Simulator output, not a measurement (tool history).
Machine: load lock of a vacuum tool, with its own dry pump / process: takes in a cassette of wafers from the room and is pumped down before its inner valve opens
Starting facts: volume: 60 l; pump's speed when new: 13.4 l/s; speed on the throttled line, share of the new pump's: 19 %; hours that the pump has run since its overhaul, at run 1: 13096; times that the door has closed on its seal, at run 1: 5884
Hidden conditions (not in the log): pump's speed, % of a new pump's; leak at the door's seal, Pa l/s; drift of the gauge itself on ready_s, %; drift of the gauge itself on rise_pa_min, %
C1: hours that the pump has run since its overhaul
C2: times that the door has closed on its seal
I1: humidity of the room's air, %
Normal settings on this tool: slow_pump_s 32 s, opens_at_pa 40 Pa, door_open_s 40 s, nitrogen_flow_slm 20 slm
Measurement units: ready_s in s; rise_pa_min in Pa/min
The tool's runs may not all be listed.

{"run": 1, "day": 0.0, "slow_pump_s": 32, "opens_at_pa": 40, "door_open_s": 40, "nitrogen_flow_slm": 20, "C1": 13096, "C2": 5884, "I1": 44.1, "ready_s": 61.3, "rise_pa_min": 0.04}
{"run": 2, "day": 4.438, "slow_pump_s": 32, "opens_at_pa": 40, "door_open_s": 40, "nitrogen_flow_slm": 20, "C1": 13202, "C2": 6069, "I1": 46.6, "ready_s": 60.8, "rise_pa_min": 0.044}
{"run": 3, "day": 9.321, "slow_pump_s": 32, "opens_at_pa": 40, "door_open_s": 156, "nitrogen_flow_slm": 20, "C1": 13319, "C2": 6273, "I1": 45.5, "ready_s": 60.9, "rise_pa_min": 0.071}
{"run": 4, "day": 13.333, "slow_pump_s": 32, "opens_at_pa": 40, "door_open_s": 156, "nitrogen_flow_slm": 20, "C1": 13416, "C2": 6440, "I1": 42.6, "ready_s": 60.9, "rise_pa_min": 0.067}
{"run": 5, "day": 17.004, "slow_pump_s": 32, "opens_at_pa": 40, "door_open_s": 40, "nitrogen_flow_slm": 14, "C1": 13504, "C2": 6593, "I1": 45.2, "ready_s": 60.7, "rise_pa_min": 0.044}
{"run": 6, "day": 21.667, "slow_pump_s": 32, "opens_at_pa": 40, "door_open_s": 40, "nitrogen_flow_slm": 14, "C1": 13616, "C2": 6787, "I1": 44.9, "ready_s": 60.9, "rise_pa_min": 0.045}
{"run": 7, "day": 25.567, "slow_pump_s": 32, "opens_at_pa": 40, "door_open_s": 40, "nitrogen_flow_slm": 14, "C1": 13709, "C2": 6949, "I1": 44.6, "ready_s": 61.2, "rise_pa_min": 0.045}
{"run": 8, "day": 29.588, "slow_pump_s": 32, "opens_at_pa": 40, "door_open_s": 40, "nitrogen_flow_slm": 36, "C1": 13806, "C2": 7117, "I1": 45.3, "ready_s": 60.9, "rise_pa_min": 0.031}
{"run": 9, "day": 32.896, "slow_pump_s": 32, "opens_at_pa": 40, "door_open_s": 40, "nitrogen_flow_slm": 36, "C1": 13885, "C2": 7255, "I1": 42.9, "ready_s": 60.7, "rise_pa_min": 0.029}
{"run": 10, "day": 39.688, "slow_pump_s": 32, "opens_at_pa": 40, "door_open_s": 40, "nitrogen_flow_slm": 20, "C1": 14048, "C2": 7538, "I1": 43, "ready_s": 61, "rise_pa_min": 0.038}
{"run": 11, "day": 45.608, "slow_pump_s": 32, "opens_at_pa": 40, "door_open_s": 40, "nitrogen_flow_slm": 20, "C1": 14190, "C2": 7784, "I1": 47.7, "ready_s": 60.6, "rise_pa_min": 0.045}
{"run": 12, "day": 49.654, "slow_pump_s": 32, "opens_at_pa": 40, "door_open_s": 40, "nitrogen_flow_slm": 20, "C1": 14287, "C2": 7953, "I1": 42.4, "ready_s": 61.6, "rise_pa_min": 0.046}
{"run": 13, "day": 52.9, "slow_pump_s": 32, "opens_at_pa": 54, "door_open_s": 40, "nitrogen_flow_slm": 20, "C1": 14365, "C2": 8088, "I1": 43.3, "ready_s": 59.4, "rise_pa_min": 0.04}
{"run": 14, "day": 57.088, "slow_pump_s": 32, "opens_at_pa": 54, "door_open_s": 40, "nitrogen_flow_slm": 20, "C1": 14466, "C2": 8263, "I1": 47.4, "ready_s": 59.5, "rise_pa_min": 0.04}
{"run": 15, "day": 60.879, "slow_pump_s": 32, "opens_at_pa": 54, "door_open_s": 40, "nitrogen_flow_slm": 20, "C1": 14557, "C2": 8421, "I1": 42.8, "ready_s": 59.2, "rise_pa_min": 0.037}
{"day": 67.5, "done": "dry pump taken out, an overhauled one fitted"}
{"run": 16, "day": 67.5, "slow_pump_s": 32, "opens_at_pa": 29, "door_open_s": 40, "nitrogen_flow_slm": 20, "C1": 0, "C2": 8686, "I1": 41.7, "ready_s": 62.2, "rise_pa_min": 0.035}
{"run": 17, "day": 72.588, "slow_pump_s": 32, "opens_at_pa": 29, "door_open_s": 40, "nitrogen_flow_slm": 20, "C1": 122, "C2": 8898, "I1": 46.4, "ready_s": 62.3, "rise_pa_min": 0.04}
{"run": 18, "day": 76.992, "slow_pump_s": 32, "opens_at_pa": 40, "door_open_s": 40, "nitrogen_flow_slm": 44, "C1": 228, "C2": 9081, "I1": 42.7, "ready_s": 61.5, "rise_pa_min": 0.027}
{"run": 19, "day": 80.892, "slow_pump_s": 32, "opens_at_pa": 40, "door_open_s": 40, "nitrogen_flow_slm": 44, "C1": 321, "C2": 9244, "I1": 44.1, "ready_s": 61.3, "rise_pa_min": 0.027}
{"run": 20, "day": 84.975, "slow_pump_s": 33, "opens_at_pa": 56, "door_open_s": 64, "nitrogen_flow_slm": 16, "C1": 419, "C2": 9414, "I1": 43.5, "ready_s": 60.6, "rise_pa_min": 0.052}
{"run": 21, "day": 88.35, "slow_pump_s": 40, "opens_at_pa": 40, "door_open_s": 40, "nitrogen_flow_slm": 14, "C1": 500, "C2": 9555, "I1": 40.8, "ready_s": 67.5, "rise_pa_min": 0.044}
{"run": 22, "day": 93.692, "slow_pump_s": 32, "opens_at_pa": 40, "door_open_s": 40, "nitrogen_flow_slm": 11, "C1": 629, "C2": 9777, "I1": 49.3, "ready_s": 60.6, "rise_pa_min": 0.053}
{"run": 23, "day": 98.646, "slow_pump_s": 32, "opens_at_pa": 40, "door_open_s": 165, "nitrogen_flow_slm": 11, "C1": 747, "C2": 9984, "I1": 48.2, "ready_s": 61, "rise_pa_min": 0.091}
{"run": 24, "day": 102.45, "slow_pump_s": 32, "opens_at_pa": 28, "door_open_s": 123, "nitrogen_flow_slm": 20, "C1": 839, "C2": 10142, "I1": 46.7, "ready_s": 62.3, "rise_pa_min": 0.066}
{"run": 25, "day": 105.667, "slow_pump_s": 41, "opens_at_pa": 28, "door_open_s": 104, "nitrogen_flow_slm": 16, "C1": 916, "C2": 10276, "I1": 45.2, "ready_s": 70, "rise_pa_min": 0.062}
{"run": 26, "day": 109.942, "slow_pump_s": 41, "opens_at_pa": 28, "door_open_s": 104, "nitrogen_flow_slm": 16, "C1": 1019, "C2": 10454, "I1": 44.5, "ready_s": 69.7, "rise_pa_min": 0.061}
{"run": 27, "day": 114.929, "slow_pump_s": 47, "opens_at_pa": 35, "door_open_s": 157, "nitrogen_flow_slm": 13, "C1": 1138, "C2": 10662, "I1": 47.2, "ready_s": 73.8, "rise_pa_min": 0.08}
{"run": 28, "day": 121.617, "slow_pump_s": 31, "opens_at_pa": 35, "door_open_s": 27, "nitrogen_flow_slm": 13, "C1": 1299, "C2": 10941, "I1": 39.7, "ready_s": 61, "rise_pa_min": 0.032}
{"run": 29, "day": 128.542, "slow_pump_s": 62, "opens_at_pa": 35, "door_open_s": 27, "nitrogen_flow_slm": 8, "C1": 1465, "C2": 11229, "I1": 47.9, "ready_s": 85.7, "rise_pa_min": 0.046}
{"run": 30, "day": 135.092, "slow_pump_s": 62, "opens_at_pa": 35, "door_open_s": 27, "nitrogen_flow_slm": 8, "C1": 1622, "C2": 11502, "I1": 45.8, "ready_s": 85.7, "rise_pa_min": 0.044}
{"run": 31, "day": 139.679, "slow_pump_s": 34, "opens_at_pa": 78, "door_open_s": 40, "nitrogen_flow_slm": 41, "C1": 1732, "C2": 11693, "I1": 44.3, "ready_s": 59.6, "rise_pa_min": 0.022}
{"run": 32, "day": 145.433, "slow_pump_s": 47, "opens_at_pa": 35, "door_open_s": 33, "nitrogen_flow_slm": 41, "C1": 1870, "C2": 11933, "I1": 47, "ready_s": 73.4, "rise_pa_min": 0.031}
{"run": 33, "day": 149.354, "slow_pump_s": 47, "opens_at_pa": 35, "door_open_s": 33, "nitrogen_flow_slm": 41, "C1": 1965, "C2": 12097, "I1": 47, "ready_s": 73.6, "rise_pa_min": 0.03}
{"run": 34, "day": 154.392, "slow_pump_s": 47, "opens_at_pa": 35, "door_open_s": 33, "nitrogen_flow_slm": 41, "C1": 2085, "C2": 12306, "I1": 44.4, "ready_s": 74.1, "rise_pa_min": 0.03}
{"run": 35, "day": 161.004, "slow_pump_s": 47, "opens_at_pa": 35, "door_open_s": 33, "nitrogen_flow_slm": 41, "C1": 2244, "C2": 12582, "I1": 48.5, "ready_s": 73, "rise_pa_min": 0.028}
{"run": 36, "day": 167.954, "slow_pump_s": 31, "opens_at_pa": 40, "door_open_s": 175, "nitrogen_flow_slm": 20, "C1": 2411, "C2": 12871, "I1": 44.7, "ready_s": 60.3, "rise_pa_min": 0.072}
{"run": 37, "day": 175.017, "slow_pump_s": 31, "opens_at_pa": 40, "door_open_s": 28, "nitrogen_flow_slm": 20, "C1": 2580, "C2": 13166, "I1": 41.9, "ready_s": 60.1, "rise_pa_min": 0.033}

How the hidden state differs across the entries between the runs, from the last listed run before each to the first after it:
Run 15 -> run 16: dry pump taken out, an overhauled one fitted (day 67.5)
  pump's speed, % of a new pump's: 99.9 -> 100

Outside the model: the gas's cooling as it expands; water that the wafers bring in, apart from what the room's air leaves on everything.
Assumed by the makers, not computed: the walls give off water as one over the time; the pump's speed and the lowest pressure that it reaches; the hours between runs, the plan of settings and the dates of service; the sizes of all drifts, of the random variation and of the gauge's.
